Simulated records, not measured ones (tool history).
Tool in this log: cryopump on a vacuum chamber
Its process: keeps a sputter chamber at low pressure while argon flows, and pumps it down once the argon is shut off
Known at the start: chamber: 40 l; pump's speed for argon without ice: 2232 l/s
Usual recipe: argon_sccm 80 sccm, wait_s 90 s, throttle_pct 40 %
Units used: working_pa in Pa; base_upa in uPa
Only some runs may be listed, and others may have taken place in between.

run   hour  argon_sccm  wait_s  throttle_pct  working_pa  base_upa
  1      0          80      90            40      0.1573      0.81
  2     22          80      90            40       0.158      0.78
  3   52.2          70      90            40      0.1373      0.82
  4   83.4          70      90            40      0.1389      0.79
  5  112.1          70      90            40      0.1385      0.83
  6  136.2          80      82            40       0.158      0.87
  7  154.1          80      82            40      0.1577      0.91
  8  188.9          80     171            40      0.1585      0.63
  9  221.9          80      90            40      0.1601      0.89
 10  244.2          80      90            40      0.1606      0.88
 11  287.5          80      90            40      0.1591      0.87
 12  324.2          80      90            16      0.3907       0.9
 13  354.1          80      90            40      0.1603       0.9
 14  378.4          80      62            40      0.1613      1.14
 15  416.5          80      62            40      0.1605      1.19
 16  447.8          80      62            40      0.1612      1.12
 17    487          80      62            17      0.3671      1.19
 18  511.2          80      62            17      0.3669      1.13
     534.3  -- pump warmed up, emptied and cooled again
 19  534.3          80      62            17      0.3597      1.12
 20  563.3          80      62            17      0.3578      1.11
 21    604         119      46            24      0.3799      1.44
 22  643.4          66     223            23      0.2195      0.61
 23  664.3          98     223            35      0.2142      0.55
 24  691.2          80      47            47      0.1309      1.38
 25  734.7         159      90            40      0.3069      0.95
 26    767          45     206            30      0.1162       0.7
 27  785.9          70      58            26      0.2065      1.19
 28  821.6          43      90            40      0.0839      0.99
 29  840.7          43     246            22        0.15      0.68
 30  879.1          68      49            19      0.2742      1.39
 31  918.8          80      20            50      0.1258      2.81
 32  955.8          80      22            37      0.1685      2.58
 33  978.7          80      37            40       0.155      1.74
 34  997.5          80      37            40       0.157      1.72

Some steps in working_pa, run to run, broken into two amounts with sign: the step expected even without the hidden condition (settings, incoming material, random variation), and the rest, left for the hidden condition together with whatever gauge scatter is not in both the measured and the hidden-condition-free result:
Hidden state at play: pump's speed, % of a pump's without ice; cold plate's temperature, K; leak into the chamber, uPa l/s; drift of the gauge itself on working_pa, %; drift of the gauge itself on base_upa, %.
Run 11 -> 12: throttle_pct 40 -> 16. working_pa +0.2316 Pa: hidden state +0.0005, all else +0.2311.
Run 12 -> 13: throttle_pct 16 -> 40. working_pa -0.2304 Pa: hidden state +0.0002, all else -0.2306.
Run 16 -> 17: throttle_pct 40 -> 17. working_pa +0.2059 Pa: hidden state +0.0005, all else +0.2054.
Run 18 -> 19: pump warmed up, emptied and cooled again. working_pa -0.0072 Pa: hidden state -0.0099, all else +0.0027.
Run 24 -> 25: argon_sccm 80 -> 159, wait_s 47 -> 90, throttle_pct 47 -> 40. working_pa +0.176 Pa: hidden state +0.0032, all else +0.1728.
Run 25 -> 26: argon_sccm 159 -> 45, wait_s 90 -> 206, throttle_pct 40 -> 30. working_pa -0.1907 Pa: hidden state -0.0039, all else -0.1868.
